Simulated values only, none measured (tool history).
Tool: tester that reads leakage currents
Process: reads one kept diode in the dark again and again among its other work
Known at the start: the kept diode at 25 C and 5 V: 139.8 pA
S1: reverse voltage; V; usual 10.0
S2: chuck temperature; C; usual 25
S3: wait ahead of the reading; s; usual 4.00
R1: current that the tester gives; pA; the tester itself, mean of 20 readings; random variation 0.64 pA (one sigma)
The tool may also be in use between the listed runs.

Run 1, day 0.000: usual settings. Result: R1 250.87 pA.
Run 2, day 2.062: usual settings. Result: R1 251.08 pA.
Run 3, day 6.592: usual settings. Result: R1 251.27 pA.
Run 4, day 8.775: usual settings. Result: R1 252.50 pA.
Run 5, day 11.529: usual settings. Result: R1 253.77 pA.
At day 12.350: chuck's temperature calibrated.
Run 6, day 14.596: usual settings but S2 52 C. Result: R1 1392.72 pA.
Run 7, day 19.283: usual settings but S2 52 C. Result: R1 1398.76 pA.
Run 8, day 22.438: usual settings but S2 52 C. Result: R1 1406.35 pA.
Run 9, day 26.588: usual settings but S2 52 C. Result: R1 1399.91 pA.
Run 10, day 29.771: usual settings but S2 52 C. Result: R1 1413.08 pA.
Run 11, day 31.917: usual settings but S2 52 C. Result: R1 1417.30 pA.
Run 12, day 35.288: usual settings but S2 52 C. Result: R1 1419.70 pA.
Run 13, day 39.962: usual settings but S3 2.03 s. Result: R1 225.99 pA.
Run 14, day 42.383: usual settings but S3 0.50 s. Result: R1 232.42 pA.
Run 15, day 45.833: usual settings but S3 0.50 s. Result: R1 233.12 pA.
Run 16, day 50.079: usual settings but S2 57 C. Result: R1 1959.62 pA.
Run 17, day 52.733: usual settings but S2 57 C. Result: R1 1975.60 pA.
Run 18, day 56.300: usual settings but S2 57 C, S3 1.71 s. Result: R1 1977.53 pA.
Run 19, day 59.675: usual settings but S2 57 C, S3 1.71 s. Result: R1 1982.75 pA.
Run 20, day 64.083: usual settings but S2 57 C, S3 1.71 s. Result: R1 1995.33 pA.
Run 21, day 67.271: usual settings but S1 4.0 V, S2 28 C, S3 0.98 s. Result: R1 168.02 pA.
Run 22, day 69.475: usual settings but S1 1.3 V, S2 22 C, S3 0.33 s. Result: R1 55.48 pA.
Run 23, day 73.308: usual settings but S1 1.3 V, S2 22 C, S3 0.33 s. Result: R1 55.43 pA.
Run 24, day 75.604: usual settings but S1 1.3 V, S2 36 C, S3 0.65 s. Result: R1 150.13 pA.
Run 25, day 78.979: usual settings but S1 2.0 V, S2 36 C. Result: R1 195.61 pA.
Run 26, day 83.575: usual settings but S1 2.0 V, S2 36 C. Result: R1 194.32 pA.
Run 27, day 86.350: usual settings but S1 2.4 V, S2 44 C, S3 1.95 s. Result: R1 378.49 pA.
Run 28, day 89.633: usual settings but S1 2.4 V, S2 44 C, S3 1.95 s. Result: R1 378.07 pA.
At day 90.075: probe card cleaned and baked.
Run 29, day 93.675: usual settings but S1 2.4 V, S2 44 C, S3 1.95 s. Result: R1 379.61 pA.
Run 30, day 98.133: usual settings but S1 16.3 V, S2 29 C, S3 8.30 s. Result: R1 442.54 pA.
Run 31, day 100.958: usual settings but S1 7.3 V, S2 26 C, S3 7.53 s. Result: R1 218.21 pA.
Run 32, day 103.142: usual settings but S1 9.3 V, S2 22 C, S3 7.53 s. Result: R1 192.76 pA.
At day 107.188: probe card cleaned and baked, once more.
Run 33, day 107.658: usual settings but S1 16.8 V, S2 22 C, S3 7.53 s. Result: R1 255.61 pA.
Run 34, day 109.704: usual settings but S2 22 C, S3 2.48 s. Result: R1 187.95 pA.
Run 35, day 113.788: usual settings but S2 22 C, S3 2.48 s. Result: R1 188.77 pA.
Run 36, day 117.088: usual settings but S3 9.05 s. Result: R1 235.78 pA.
Run 37, day 119.071: usual settings but S3 9.05 s. Result: R1 239.71 pA.
Run 38, day 121.629: usual settings but S1 8.2 V, S2 48 C, S3 8.64 s. Result: R1 1043.42 pA.
Run 39, day 125.212: usual settings but S2 23 C, S3 3.37 s. Result: R1 206.47 pA.
Run 40, day 129.133: usual settings but S1 9.3 V, S2 40 C, S3 5.36 s. Result: R1 671.85 pA.

4 ways to go on from here, each from the tool as it stands after run 40. What would each give?
Run A, day 133.462: usual settings but S1 9.3 V, S2 40 C, S3 0.42 s. Result: R1 ?.
Run B, day 133.462: usual settings but S1 9.3 V, S2 40 C, S3 2.83 s. Result: R1 ?.
Run C, day 133.462: usual settings but S1 2.5 V, S3 2.59 s. Result: R1 ?.
Run D, day 133.462: usual settings but S1 3.7 V. Result: R1 ?.

run      R1
  A  676.09
  B  671.09
  C  105.52
  D  133.70
Without the tool's hidden state the same runs would have given:
run      R1
  A  601.70
  B  596.70
  C   92.65
  D  117.30
